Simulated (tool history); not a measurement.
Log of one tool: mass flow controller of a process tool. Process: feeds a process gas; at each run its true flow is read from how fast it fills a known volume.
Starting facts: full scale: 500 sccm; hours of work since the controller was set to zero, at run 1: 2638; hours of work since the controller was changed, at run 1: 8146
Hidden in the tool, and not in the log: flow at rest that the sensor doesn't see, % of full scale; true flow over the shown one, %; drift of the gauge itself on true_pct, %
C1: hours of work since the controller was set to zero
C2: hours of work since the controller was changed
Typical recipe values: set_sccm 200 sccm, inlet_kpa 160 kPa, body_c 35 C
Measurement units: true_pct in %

Run 1, hour 0.0: usual settings; C1 2638; C2 8146. Result: true_pct 101.52 %.
Run 2, hour 402.3: usual settings but body_c 37 C; C1 2814; C2 8322. Result: true_pct 101.38 %.
Run 3, hour 891.6: usual settings but set_sccm 87 sccm; C1 3028; C2 8536. Result: true_pct 102.46 %.
Run 4, hour 1195.0: usual settings but set_sccm 87 sccm; C1 3160; C2 8668. Result: true_pct 102.62 %.
Run 5, hour 1659.0: usual settings but inlet_kpa 174 kPa; C1 3363; C2 8871. Result: true_pct 101.84 %.
Run 6, hour 2092.2: usual settings but inlet_kpa 174 kPa, body_c 33 C; C1 3552; C2 9060. Result: true_pct 102.14 %.
Run 7, hour 2429.5: usual settings but inlet_kpa 174 kPa, body_c 33 C; C1 3699; C2 9207. Result: true_pct 102.34 %.
Run 8, hour 2870.3: usual settings but inlet_kpa 174 kPa, body_c 33 C; C1 3892; C2 9400. Result: true_pct 102.39 %.
Run 9, hour 3178.4: usual settings but inlet_kpa 174 kPa, body_c 33 C; C1 4027; C2 9535. Result: true_pct 102.49 %.
Run 10, hour 3430.4: usual settings but inlet_kpa 174 kPa, body_c 33 C; C1 4137; C2 9645. Result: true_pct 102.56 %.

Forecast run 11:
Run 11, hour 3826.2: usual settings but set_sccm 494 sccm, inlet_kpa 185 kPa, body_c 21 C; C1 4310; C2 9818. Result: true_pct ?.

For run 11 the tool returned true_pct 103.91 %.
If the tool had no hidden condition, the same run with the same run-to-run variation would have returned true_pct 100.47 %.
